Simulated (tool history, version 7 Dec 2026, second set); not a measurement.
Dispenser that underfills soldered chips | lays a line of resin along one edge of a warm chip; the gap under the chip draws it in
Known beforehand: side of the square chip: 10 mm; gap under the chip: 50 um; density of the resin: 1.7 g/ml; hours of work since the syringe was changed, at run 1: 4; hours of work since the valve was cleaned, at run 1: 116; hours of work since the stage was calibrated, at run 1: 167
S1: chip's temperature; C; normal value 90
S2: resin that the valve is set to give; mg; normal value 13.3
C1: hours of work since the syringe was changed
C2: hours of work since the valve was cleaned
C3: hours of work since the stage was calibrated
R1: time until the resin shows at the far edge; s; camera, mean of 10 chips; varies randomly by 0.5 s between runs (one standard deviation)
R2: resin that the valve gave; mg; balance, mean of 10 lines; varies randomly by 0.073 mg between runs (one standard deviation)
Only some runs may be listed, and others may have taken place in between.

run	hour	S1	S2	C1	C2	C3	R1	R2
1	0	90	13.3	4	116	167	59.1	12.42
# hour 5: new syringe of resin
2	5.5	90	13.3	0	120	171	44	12.4
3	8	90	13.3	2	122	173	51.2	12.51
4	12.4	90	13.3	6	126	176	69.7	12.47
# hour 15.5: new syringe of resin
5	16.1	90	13.3	1	128	179	43.5	12.37
6	19.4	98	13.3	3	131	182	40.7	12.56
7	23.2	90	13.3	6	134	185	68.3	12.53
# hour 26: new syringe of resin
8	27.3	90	13.3	1	137	188	45.3	12.36
# hour 31.4: dispensing valve cleaned and set on the balance
9	34.3	90	13.3	6	2	192	67.3	13.27
# hour 37.4: new syringe of resin
10	39.3	90	13.3	2	6	196	47	13.23
11	44.4	90	13.3	5	10	200	65.3	13.12
# hour 47.6: new syringe of resin
12	47.8	90	13.3	0	12	202	40.6	13.21
13	51.5	90	13.3	3	15	205	52.5	13.22
14	54.4	90	13.3	5	17	207	63.5	13.16
# hour 57.8: new syringe of resin
15	59.6	90	13.3	1	21	211	46.7	13.13
16	62.7	90	13.3	4	24	214	58	13.24
17	66.5	90	13.3	7	27	217	72.9	13.18
# hour 68.3: new syringe of resin
18	71	90	16	2	30	220	49.5	15.77
19	76.4	78	17	6	34	224	107.4	16.8
# hour 78.5: new syringe of resin
20	81.3	78	17	2	38	228	79.9	16.69
21	83.8	78	17	4	40	230	92.8	16.69
22	86.3	92	14.9	6	42	232	65.1	14.57
# hour 89: new syringe of resin
23	91.9	78	13.5	2	46	236	80.8	13.23
24	96.9	77	11.5	6	50	240	121.4	11.19
# hour 99.3: new syringe of resin
25	99.7	77	11.5	0	52	242	72	11.14
26	105.8	86	12.9	5	56	246	74.5	12.71
27	108.8	86	12.9	7	59	249	89.4	12.6
# hour 109.6: new syringe of resin
28	115.2	87	13.7	4	64	253	66.9	13.31
# hour 120.1: new syringe of resin
29	120.6	81	15.6	0	68	257	61.8	15.1
30	125	103	15.9	4	71	261	36.4	15.39
31	129.9	90	16.7	8	75	265	77.2	16.04
# hour 130.6: new syringe of resin
32	133.2	90	16.7	2	77	267	49.1	16.08
33	139.3	90	11.9	7	82	272	76.4	11.43
# hour 140.9: new syringe of resin
34	144.6	81	16.5	3	86	276	74.5	15.83
35	150.6	90	13	8	91	280	79.6	12.48

What if the next run were any one of these 4? Each begins from the tool's condition after run 35:
# hour 151.1: new syringe of resin
A	153.7	80	15.2	2	93	283	?	?
# hour 151.1: new syringe of resin
B	153.7	104	11.9	2	93	283	?	?
# hour 151.1: new syringe of resin
C	153.7	76	11.8	2	93	283	?	?
# hour 151.1: new syringe of resin
D	153.7	88	12.3	2	93	283	?	?

run	R1	R2
A	73.1	14.45
B	30.5	11.42
C	88.3	11.29
D	54.7	11.71
Had the tool no hidden state, the same runs would have come out as:
run	R1	R2
A	57.9	15.13
B	24.1	11.97
C	69.1	11.82
D	43	12.26
